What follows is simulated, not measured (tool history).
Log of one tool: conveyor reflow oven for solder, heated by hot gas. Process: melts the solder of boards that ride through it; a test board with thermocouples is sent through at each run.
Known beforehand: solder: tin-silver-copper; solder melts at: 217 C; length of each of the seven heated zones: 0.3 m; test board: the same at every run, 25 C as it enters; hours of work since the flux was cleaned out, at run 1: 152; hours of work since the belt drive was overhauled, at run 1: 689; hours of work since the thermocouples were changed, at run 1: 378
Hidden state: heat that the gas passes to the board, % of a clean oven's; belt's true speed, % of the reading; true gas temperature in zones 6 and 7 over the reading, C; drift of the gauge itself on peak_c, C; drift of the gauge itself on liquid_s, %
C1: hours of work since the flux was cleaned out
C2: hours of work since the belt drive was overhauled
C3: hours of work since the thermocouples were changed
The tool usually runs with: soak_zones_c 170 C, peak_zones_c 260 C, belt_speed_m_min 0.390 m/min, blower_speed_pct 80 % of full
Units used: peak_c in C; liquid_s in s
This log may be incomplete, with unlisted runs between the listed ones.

Run 1, hour 0.0: usual settings; C1 152; C2 689; C3 378. Result: peak_c 249.2 C, liquid_s 68.0 s.
Run 2, hour 16.2: usual settings; C1 162; C2 698; C3 387. Result: peak_c 249.0 C, liquid_s 67.7 s.
Run 3, hour 23.4: usual settings; C1 166; C2 702; C3 391. Result: peak_c 248.7 C, liquid_s 67.3 s.
Run 4, hour 34.8: usual settings but belt_speed_m_min 0.429 m/min; C1 172; C2 709; C3 398. Result: peak_c 247.1 C, liquid_s 58.6 s.
Run 5, hour 50.8: usual settings but belt_speed_m_min 0.425 m/min; C1 182; C2 718; C3 407. Result: peak_c 246.3 C, liquid_s 58.2 s.
Run 6, hour 63.8: usual settings but belt_speed_m_min 0.425 m/min; C1 189; C2 725; C3 414. Result: peak_c 246.8 C, liquid_s 60.1 s.
Run 7, hour 75.1: usual settings but soak_zones_c 185 C, blower_speed_pct 69 % of full; C1 196; C2 732; C3 421. Result: peak_c 249.0 C, liquid_s 73.6 s.
Run 8, hour 87.4: usual settings but soak_zones_c 171 C, peak_zones_c 257 C, belt_speed_m_min 0.457 m/min, blower_speed_pct 57 % of full; C1 203; C2 739; C3 428. Result: peak_c 237.8 C, liquid_s 41.9 s.
Run 9, hour 102.4: usual settings but soak_zones_c 171 C, peak_zones_c 257 C, belt_speed_m_min 0.457 m/min, blower_speed_pct 57 % of full; C1 211; C2 748; C3 437. Result: peak_c 236.6 C, liquid_s 42.7 s.

For run 10, what comes out?
Run 10, hour 114.8: usual settings but soak_zones_c 171 C, peak_zones_c 257 C, belt_speed_m_min 0.452 m/min, blower_speed_pct 57 % of full; C1 218; C2 755; C3 444. Result: peak_c ?, liquid_s ?.

peak_c: 236.7 C
liquid_s: 43.3 s
Minus the tool's unlogged condition, the same run would have read peak_c 238.8 C, liquid_s 46.0 s.

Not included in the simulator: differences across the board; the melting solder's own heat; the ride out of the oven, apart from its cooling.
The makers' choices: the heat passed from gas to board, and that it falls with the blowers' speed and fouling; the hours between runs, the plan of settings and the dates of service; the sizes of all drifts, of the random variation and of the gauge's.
